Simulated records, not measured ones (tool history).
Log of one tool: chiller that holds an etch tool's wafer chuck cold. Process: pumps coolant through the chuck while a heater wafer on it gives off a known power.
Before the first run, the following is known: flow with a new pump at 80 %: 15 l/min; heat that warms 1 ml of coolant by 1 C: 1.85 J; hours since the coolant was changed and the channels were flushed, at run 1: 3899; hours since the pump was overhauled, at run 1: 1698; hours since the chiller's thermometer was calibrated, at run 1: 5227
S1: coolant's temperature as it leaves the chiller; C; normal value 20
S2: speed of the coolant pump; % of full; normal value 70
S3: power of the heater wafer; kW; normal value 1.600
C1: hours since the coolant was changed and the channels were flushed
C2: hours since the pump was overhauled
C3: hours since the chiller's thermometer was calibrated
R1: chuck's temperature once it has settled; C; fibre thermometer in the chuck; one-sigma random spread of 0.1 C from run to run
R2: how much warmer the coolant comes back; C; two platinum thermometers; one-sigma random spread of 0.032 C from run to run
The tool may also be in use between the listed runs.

run,hour,S1,S2,S3,C1,C2,C3,R1,R2
1,0.0,20,70,1.600,3899,1698,5227,32.0,4.13
2,67.8,20,70,1.600,3967,1766,5295,32.1,4.17
# hour 123.9: chiller's thermometer calibrated
3,149.5,20,70,1.600,4048,1846,26,32.1,4.16
4,191.0,20,70,1.600,4089,1888,67,32.1,4.15
5,267.7,20,86,1.600,4166,1964,144,30.4,3.32
# hour 336.8: chiller's thermometer calibrated, once more
6,337.1,20,70,1.600,4235,2033,0,31.0,4.14
7,375.0,16,70,1.032,4272,2071,38,23.1,2.71
8,443.3,20,74,1.218,4341,2139,106,28.1,3.02
9,493.8,20,74,1.218,4391,2190,157,28.1,2.94
10,559.2,20,88,2.301,4457,2255,222,33.3,4.71
11,615.7,21,70,1.485,4513,2311,279,31.4,3.90
12,666.1,21,70,1.485,4564,2362,329,31.3,3.96

What would each run have given without the hidden state, its run-to-run variation left as it was?
Hidden state at play: heat passed by the chuck's channels, % of clean ones'; flow at a given pump speed, % of a new pump's; coolant's true temperature over the reading, C; drift of the gauge itself on chuck_c, C; drift of the gauge itself on warmer_back_c, C.
run,R1,R2
1,30.3,3.98
2,30.4,4.01
3,30.2,3.99
4,30.1,3.98
5,28.6,3.18
6,30.2,3.96
7,22.5,2.59
8,27.5,2.88
9,27.4,2.80
10,32.2,4.48
11,30.5,3.71
12,30.4,3.76
